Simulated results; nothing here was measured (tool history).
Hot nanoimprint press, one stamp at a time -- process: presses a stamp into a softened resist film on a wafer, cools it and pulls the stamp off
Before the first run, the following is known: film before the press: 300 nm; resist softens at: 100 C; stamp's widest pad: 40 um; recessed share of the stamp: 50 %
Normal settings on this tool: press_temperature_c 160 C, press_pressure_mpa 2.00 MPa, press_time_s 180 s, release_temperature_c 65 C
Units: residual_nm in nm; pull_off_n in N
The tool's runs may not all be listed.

Run 1, hour 0.0: usual settings. Result: residual_nm 152.8 nm, pull_off_n 99.0 N.
Run 2, hour 11.9: usual settings. Result: residual_nm 151.8 nm, pull_off_n 97.4 N.
Run 3, hour 33.2: usual settings. Result: residual_nm 153.0 nm, pull_off_n 100.5 N.
Run 4, hour 51.6: usual settings but press_time_s 106 s. Result: residual_nm 180.9 nm, pull_off_n 99.6 N.
Run 5, hour 62.8: usual settings. Result: residual_nm 153.1 nm, pull_off_n 99.7 N.
Run 6, hour 74.9: usual settings. Result: residual_nm 152.9 nm, pull_off_n 100.0 N.
Run 7, hour 83.6: usual settings but release_temperature_c 51 C. Result: residual_nm 152.9 nm, pull_off_n 120.1 N.
Run 8, hour 102.9: usual settings but release_temperature_c 51 C. Result: residual_nm 153.9 nm, pull_off_n 120.1 N.
Run 9, hour 120.1: usual settings but release_temperature_c 51 C. Result: residual_nm 152.8 nm, pull_off_n 122.6 N.
Run 10, hour 138.3: usual settings but press_time_s 155 s. Result: residual_nm 161.6 nm, pull_off_n 102.1 N.
At hour 152.2: stamp cleaned and given a new release coat.
Run 11, hour 158.3: usual settings but press_time_s 155 s. Result: residual_nm 162.6 nm, pull_off_n 90.6 N.
Run 12, hour 173.5: usual settings but press_pressure_mpa 1.49 MPa, press_time_s 155 s. Result: residual_nm 182.2 nm, pull_off_n 91.4 N.
Run 13, hour 188.0: usual settings but press_pressure_mpa 1.49 MPa, press_time_s 155 s. Result: residual_nm 182.3 nm, pull_off_n 90.0 N.
Run 14, hour 197.6: usual settings but release_temperature_c 71 C. Result: residual_nm 154.9 nm, pull_off_n 85.2 N.
Run 15, hour 219.0: usual settings but press_temperature_c 153 C, release_temperature_c 71 C. Result: residual_nm 197.9 nm, pull_off_n 84.6 N.
Run 16, hour 227.7: usual settings but press_temperature_c 157 C, press_pressure_mpa 2.46 MPa, press_time_s 190 s, release_temperature_c 64 C. Result: residual_nm 155.5 nm, pull_off_n 94.9 N.
Run 17, hour 247.5: usual settings but press_pressure_mpa 1.25 MPa. Result: residual_nm 186.4 nm, pull_off_n 94.0 N.
Run 18, hour 261.1: usual settings but press_time_s 109 s, release_temperature_c 68 C. Result: residual_nm 182.4 nm, pull_off_n 90.0 N.
Run 19, hour 276.2: usual settings but press_time_s 109 s, release_temperature_c 68 C. Result: residual_nm 181.6 nm, pull_off_n 92.1 N.
At hour 280.8: plate thermocouple calibrated.
Run 20, hour 295.5: usual settings but press_pressure_mpa 1.42 MPa. Result: residual_nm 179.2 nm, pull_off_n 95.8 N.
At hour 315.2: press's hydraulic seals changed and the load cell set to zero.
Run 21, hour 324.0: usual settings but press_pressure_mpa 1.42 MPa. Result: residual_nm 178.5 nm, pull_off_n 95.7 N.
Run 22, hour 335.8: usual settings but press_pressure_mpa 1.85 MPa, release_temperature_c 70 C. Result: residual_nm 161.3 nm, pull_off_n 91.0 N.
At hour 344.0: plate thermocouple calibrated, once more.
Run 23, hour 357.8: usual settings but press_temperature_c 158 C, press_pressure_mpa 2.22 MPa, press_time_s 197 s. Result: residual_nm 151.2 nm, pull_off_n 98.0 N.
Run 24, hour 378.7: usual settings but press_pressure_mpa 2.94 MPa, press_time_s 113 s. Result: residual_nm 151.2 nm, pull_off_n 97.9 N.
Run 25, hour 392.4: usual settings but press_pressure_mpa 2.94 MPa, press_time_s 113 s. Result: residual_nm 151.1 nm, pull_off_n 96.7 N.
Run 26, hour 405.5: usual settings but press_temperature_c 162 C, press_pressure_mpa 2.94 MPa, press_time_s 113 s, release_temperature_c 53 C. Result: residual_nm 140.5 nm, pull_off_n 112.6 N.
Run 27, hour 421.2: usual settings but press_temperature_c 161 C, press_pressure_mpa 2.94 MPa, press_time_s 113 s, release_temperature_c 54 C. Result: residual_nm 146.2 nm, pull_off_n 113.1 N.
Run 28, hour 433.2: usual settings but press_temperature_c 171 C, press_pressure_mpa 1.61 MPa, press_time_s 161 s, release_temperature_c 73 C. Result: residual_nm 117.7 nm, pull_off_n 88.1 N.
Run 29, hour 449.3: usual settings but press_pressure_mpa 2.95 MPa. Result: residual_nm 127.8 nm, pull_off_n 100.2 N.
Run 30, hour 467.1: usual settings but press_pressure_mpa 2.44 MPa, press_time_s 112 s, release_temperature_c 72 C. Result: residual_nm 165.3 nm, pull_off_n 88.7 N.

Selected run-to-run steps in residual_nm, each split into two signed amounts: the part the tool would show with no hidden state at all (from settings, incoming material and random variation), and the remainder, which goes to the hidden state together with any gauge scatter not common to the measured and the hidden-state-free results:
Unlogged tool condition in this case: true temperature over the reading, C; pressure that arrives at the usual setting, %; grip of the stamp's worn release coat, % over a new coat's; drift of the gauge itself on residual_nm, %; drift of the gauge itself on pull_off_n, %.
Run 14 -> 15: press_temperature_c 160 -> 153. residual_nm +43.0 nm: hidden state +0.6, all else +42.4.
Run 15 -> 16: press_temperature_c 153 -> 157, press_pressure_mpa 2.00 -> 2.46, press_time_s 180 -> 190, release_temperature_c 71 -> 64. residual_nm -42.4 nm: hidden state +0.0, all else -42.4.
Run 19 -> 20: press_pressure_mpa 2.00 -> 1.42, press_time_s 109 -> 180, release_temperature_c 68 -> 65, plate thermocouple calibrated. residual_nm -2.4 nm: hidden state +0.9, all else -3.3.
Run 22 -> 23: press_temperature_c 160 -> 158, press_pressure_mpa 1.85 -> 2.22, press_time_s 180 -> 197, release_temperature_c 70 -> 65, plate thermocouple calibrated, once more. residual_nm -10.1 nm: hidden state -4.1, all else -6.0.
Run 28 -> 29: press_temperature_c 171 -> 160, press_pressure_mpa 1.61 -> 2.95, press_time_s 161 -> 180, release_temperature_c 73 -> 65. residual_nm +10.1 nm: hidden state +0.7, all else +9.4.
Run 29 -> 30: press_pressure_mpa 2.95 -> 2.44, press_time_s 180 -> 112, release_temperature_c 65 -> 72. residual_nm +37.5 nm: hidden state +0.3, all else +37.2.
